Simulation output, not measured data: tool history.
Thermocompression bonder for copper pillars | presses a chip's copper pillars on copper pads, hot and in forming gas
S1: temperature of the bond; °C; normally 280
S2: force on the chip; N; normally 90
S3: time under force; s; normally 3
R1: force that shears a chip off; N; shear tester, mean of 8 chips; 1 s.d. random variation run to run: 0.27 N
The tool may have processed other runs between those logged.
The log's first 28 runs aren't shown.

run   hour   S1  S2  S3     R1
 29    577  295  90   7  132.9
 30  605.8  281  84   7  121.3
 31  618.7  286  90   2    102
 32  645.2  302  73   3    111
 33  661.5  280  97   3    112
 34  687.3  292  89   9  132.5
     695.4  -- heater calibrated with a thermocouple chip
 35  713.8  275  89   9  119.2
 36  733.7  272  90   5  104.2
 37  751.3  272  90   5  104.1
 38  774.1  257  90   3   76.2
 39  802.5  257  90   3   75.4

Consider 4 possible next runs. They are alternatives, not a sequence: every one starts from the tool as it was left by run 39. What does each give?
  A  830.8  258  90   3   ?
  B  830.8  259  82   3   ?
  C  830.8  262  83   3   ?
  D  830.8  280  74   3   ?

run    R1
  A  76.9
  B  71.2
  C  75.3
  D    85
What these runs would have given with no unlogged condition in the tool:
run    R1
  A  76.2
  B  70.3
  C  74.5
  D  84.4
